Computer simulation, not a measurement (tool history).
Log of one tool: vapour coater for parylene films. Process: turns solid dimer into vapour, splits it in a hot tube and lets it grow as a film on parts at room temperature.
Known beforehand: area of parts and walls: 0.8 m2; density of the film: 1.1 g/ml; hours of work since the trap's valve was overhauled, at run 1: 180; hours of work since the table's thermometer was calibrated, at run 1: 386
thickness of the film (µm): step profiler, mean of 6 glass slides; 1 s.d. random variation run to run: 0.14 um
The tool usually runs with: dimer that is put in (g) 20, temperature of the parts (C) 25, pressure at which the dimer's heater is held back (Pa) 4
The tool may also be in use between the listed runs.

| run | hour | dimer that is put in (g) | temperature of the parts (C) | pressure at which the dimer's heater is held back (Pa) | hours of work since the trap's valve was overhauled | hours of work since the table's thermometer was calibrated | thickness of the film (µm) |
|---|---|---|---|---|---|---|---|
| 1 | 0 | 20 | 25 | 4 | 180 | 386 | 17.67 |
| 2 | 39.2 | 20 | 25 | 4 | 212 | 419 | 17.24 |
| 3 | 61.4 | 20 | 22 | 4 | 231 | 438 | 19.67 |
| 4 | 89.9 | 20 | 22 | 4 | 255 | 461 | 19.71 |
| 5 | 132.1 | 20 | 25 | 4 | 290 | 497 | 17.32 |
| 6 | 155.3 | 20 | 25 | 4 | 310 | 516 | 17.45 |
|  | 174.8 | trap's valve overhauled |
| 7 | 189 | 20 | 25 | 4 | 12 | 541 | 17.53 |
| 8 | 222.3 | 20 | 25 | 4 | 40 | 569 | 17.55 |
| 9 | 254.6 | 20 | 23 | 4 | 67 | 596 | 18.83 |
| 10 | 279.4 | 20 | 25 | 6.84 | 88 | 617 | 15.93 |
| 11 | 307.4 | 20 | 25 | 6.84 | 111 | 640 | 15.9 |
| 12 | 342.8 | 20 | 25 | 4 | 141 | 670 | 17.26 |
| 13 | 364.5 | 11 | 25 | 4 | 159 | 688 | 9.61 |
| 14 | 410.6 | 20 | 25 | 4 | 197 | 726 | 17.68 |
| 15 | 436.3 | 20 | 25 | 3.51 | 219 | 748 | 17.68 |
| 16 | 478 | 20 | 25 | 3.51 | 254 | 783 | 17.83 |
| 17 | 522.6 | 20 | 31 | 4 | 291 | 820 | 14.06 |
| 18 | 550 | 20 | 31 | 4 | 314 | 843 | 14.11 |
|  | 565.4 | trap's valve overhauled |
| 19 | 578.5 | 22 | 27 | 5.73 | 11 | 863 | 17 |
| 20 | 602.8 | 23 | 19 | 3.3 | 31 | 884 | 25.35 |
| 21 | 641.4 | 23 | 24 | 5.03 | 64 | 916 | 20.41 |

Forecast run 22:
| 22 | 682.1 | 9 | 20 | 11.36 | 98 | 950 | ? |

Logged for run 22: thickness of the film (µm) 7.91.
The same run, on a tool lacking any hidden state, would have yielded thickness of the film (µm) 7.92.

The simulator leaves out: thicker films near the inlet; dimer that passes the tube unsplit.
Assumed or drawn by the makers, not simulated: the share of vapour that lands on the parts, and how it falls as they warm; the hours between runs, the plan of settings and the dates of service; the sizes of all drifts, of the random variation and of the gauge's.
